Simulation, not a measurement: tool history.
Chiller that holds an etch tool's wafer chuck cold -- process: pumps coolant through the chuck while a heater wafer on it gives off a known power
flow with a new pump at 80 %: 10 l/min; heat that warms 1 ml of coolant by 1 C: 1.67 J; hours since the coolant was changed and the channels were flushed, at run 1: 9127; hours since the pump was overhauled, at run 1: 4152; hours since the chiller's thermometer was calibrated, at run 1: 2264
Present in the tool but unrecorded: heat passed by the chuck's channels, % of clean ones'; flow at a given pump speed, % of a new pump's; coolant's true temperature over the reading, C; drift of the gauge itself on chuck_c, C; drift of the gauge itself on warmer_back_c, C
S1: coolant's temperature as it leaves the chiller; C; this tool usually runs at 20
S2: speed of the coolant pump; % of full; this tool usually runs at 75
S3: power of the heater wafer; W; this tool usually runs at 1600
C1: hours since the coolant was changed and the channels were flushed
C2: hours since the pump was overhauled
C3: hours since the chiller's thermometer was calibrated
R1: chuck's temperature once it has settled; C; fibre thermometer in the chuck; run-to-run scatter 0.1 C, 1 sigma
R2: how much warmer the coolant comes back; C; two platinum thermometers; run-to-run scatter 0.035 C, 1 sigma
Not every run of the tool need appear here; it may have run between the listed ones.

run    hour  S1  S2    S3    C1    C2    C3    R1    R2
  1     0.0  20  75  1600  9127  4152  2264  38.3  6.65
       54.3  -- coolant changed, channels flushed
  2   107.0  20  75  1600    53  4253  2365  35.7  6.72
  3   212.2  20  75  1600   158  4359  2470  35.8  6.75
  4   287.6  20  75  1600   233  4434  2545  35.8  6.76
  5   377.3  20  75  1600   323  4524  2635  35.8  6.66
  6   428.9  20  75  1600   375  4575  2687  35.8  6.76
  7   544.0  20  75  1600   490  4690  2802  36.1  6.77
  8   658.0  20  75  1600   604  4804  2916  36.1  6.80
  9   771.1  20  75  1600   717  4917  3029  36.0  6.85
 10   865.9  20  75  1600   812  5012  3124  36.1  6.83
 11   924.5  20  75  1600   870  5071  3182  36.1  6.83
 12  1008.1  20  75  1600   954  5154  3266  36.2  6.88
 13  1062.8  20  75  1600  1008  5209  3321  36.4  6.78
 14  1124.9  20  75  1600  1071  5271  3383  36.2  6.77
 15  1210.7  20  75  1833  1156  5357  3469  38.6  7.89
 16  1326.9  18  75  1833  1273  5473  3585  36.8  7.86
 17  1440.8  10  75  1833  1387  5587  3699  28.9  7.90
 18  1529.3  10  71  1833  1475  5676  3787  30.1  8.43
 19  1583.3  10  71  1833  1529  5730  3841  30.0  8.48
 20  1630.4  10  71  1833  1576  5777  3888  30.1  8.45
 21  1716.9  10  71  1833  1663  5863  3975  30.3  8.44
     1786.3  -- chiller's thermometer calibrated
 22  1822.9  10  71  1833  1768  5968    37  30.1  8.45
 23  1907.0  10  71  1833  1852  6052   121  30.2  8.45
 24  1960.2  20  62   943  1905  6106   174  31.8  5.11
 25  2074.2  20  75  1600  2019  6220   288  36.6  7.02
 26  2186.2  20  75  1600  2131  6332   400  36.9  7.00
 27  2260.5  20  75  1600  2205  6406   474  36.9  7.05
 28  2350.8  20  75  1959  2296  6496   565  40.8  8.65
 29  2434.4  12  73  1686  2379  6580   648  30.2  7.68
 30  2530.8  22  73  1686  2475  6676   745  40.6  7.70
 31  2603.2  13  64  1125  2548  6749   817  27.1  6.02

Hidden condition of the tool, last listed run before each entry between runs versus first listed run after:
From run 1 to run 2: coolant changed, channels flushed (hour 54.3)
  heat passed by the chuck's channels, % of clean ones': 81.6 -> 99.6; flow at a given pump speed, % of a new pump's: 92.3 -> 92.1; coolant's true temperature over the reading, C: 0.03 -> 0.04
  measured value less the no-hidden-state value, R1: +3.7 -> +1.1 C; R2: +0.51 -> +0.53 C
From run 21 to run 22: chiller's thermometer calibrated (hour 1786.3)
  heat passed by the chuck's channels, % of clean ones': 96.3 -> 96.1; flow at a given pump speed, % of a new pump's: 89 -> 88.8; coolant's true temperature over the reading, C: 0.12 -> -0.05
  measured value less the no-hidden-state value, R1: +2.5 -> +2.5 C; R2: +0.92 -> +0.95 C
